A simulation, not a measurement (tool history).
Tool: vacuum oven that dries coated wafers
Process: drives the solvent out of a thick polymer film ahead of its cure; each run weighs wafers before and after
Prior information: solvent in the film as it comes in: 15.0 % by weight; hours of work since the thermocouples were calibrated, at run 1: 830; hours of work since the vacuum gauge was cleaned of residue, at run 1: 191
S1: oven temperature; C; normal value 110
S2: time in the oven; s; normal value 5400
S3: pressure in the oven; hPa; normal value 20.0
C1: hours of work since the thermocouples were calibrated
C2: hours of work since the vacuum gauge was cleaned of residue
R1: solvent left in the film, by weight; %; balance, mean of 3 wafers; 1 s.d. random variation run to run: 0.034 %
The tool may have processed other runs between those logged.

run    day   S1    S2    S3   C1   C2    R1
  1  0.000  110  5400  20.0  830  191  1.56
  2  0.533  110  5400  20.0  839  199  1.56
  3  0.954  110  5400  20.0  845  206  1.55
     1.258  -- oven's thermocouples calibrated
  4  1.612  105  5400  20.0    5  215  2.75
  5  2.183  102  5400  20.0   14  223  3.50
  6  2.712  102  5400  20.0   22  231  3.47
  7  2.958  125  5400  20.0   26  235  0.46
  8  3.300  125  5400  20.0   31  240  0.41
  9  3.838  110  5400  73.6   39  248  3.14
     4.029  -- oven's thermocouples calibrated, once more
 10  4.454  110  5400  73.6    7  257  2.87
 11  4.804  110  3840  73.6   12  262  3.70
 12  5.379   96  5400  20.0   21  271  4.89
 13  5.838  110  5400  20.0   28  278  1.40
 14  6.192  107  5400  71.2   33  283  3.49
 15  6.704  107  4500  31.8   41  291  2.85
 16  7.138  115  6780  34.3   48  298  0.99
 17  7.662  121  6360  69.1   56  306  1.51
 18  8.025  121  6360  69.1   61  311  1.47
 19  8.417  121  6360  69.1   67  317  1.47
 20  8.946  121  6360  69.1   75  325  1.52

What does the tool deliver on the next run?
 21  9.367  116  3780  26.6  82  332   ?

For run 21 the tool returned R1 1.45 %.
With the hidden condition absent and the run-to-run variation left alone, this run would have shown R1 1.35 %.

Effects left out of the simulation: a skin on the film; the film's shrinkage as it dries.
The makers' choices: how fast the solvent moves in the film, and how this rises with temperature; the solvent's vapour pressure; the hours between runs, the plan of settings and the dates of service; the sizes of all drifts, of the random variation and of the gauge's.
